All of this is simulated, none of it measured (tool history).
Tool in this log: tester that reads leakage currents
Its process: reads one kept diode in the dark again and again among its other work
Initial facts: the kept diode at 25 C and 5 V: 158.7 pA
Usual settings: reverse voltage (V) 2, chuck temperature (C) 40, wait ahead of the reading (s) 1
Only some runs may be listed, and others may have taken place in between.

run	hour	reverse voltage (V)	chuck temperature (C)	wait ahead of the reading (s)	current that the tester gives (pA)
1	0	2	40	1	342.04
2	201.5	2	50	1	694.66
3	383.6	2	50	1	701.32
4	579.7	2	23	1	99.39
5	678.5	2	44	1	473.47
# hour 781.2: probe card cleaned and baked
6	861.7	2	40	1	359.45
7	986.4	2	40	4.54	362.29
8	1147.8	2	40	9.93	367.5
9	1260.3	2	40	9.93	371.33
10	1407.7	2	40	9.93	374.04
11	1572.8	2	40	9.93	380.06
12	1688.1	2	40	1.16	383.49
13	1861.3	2	40	1.16	387.71
# hour 1921.8: chuck's temperature calibrated
14	2063.2	13.11	24	0.44	240.48
15	2151	19.08	48	1	1565.7
16	2265.3	6.01	59	0.63	2028.02
17	2355.7	5.19	59	1.1	1909.48
18	2463.8	1.27	50	1	596.7
# hour 2480.1: tester calibrated
19	2599.4	1.27	50	1	597.56
20	2682.2	18.08	40	3.53	901.54
21	2789.2	5.17	49	2.08	1009.86
22	2954	8.26	40	7.05	663.66
23	3101.4	6.44	40	7.05	606.53

Consider 3 possible next runs. They are alternatives, not a sequence: every one starts from the tool as it was left by run 23. What does each give?
A	3239.9	6.44	40	0.74	?
B	3239.9	2.08	49	7.05	?
C	3239.9	6.44	40	7.74	?

run	current that the tester gives (pA)
A	618.14
B	718.51
C	614.78
Without the tool's hidden state the same runs would have given:
run	current that the tester gives (pA)
A	552.29
B	650.9
C	549.07

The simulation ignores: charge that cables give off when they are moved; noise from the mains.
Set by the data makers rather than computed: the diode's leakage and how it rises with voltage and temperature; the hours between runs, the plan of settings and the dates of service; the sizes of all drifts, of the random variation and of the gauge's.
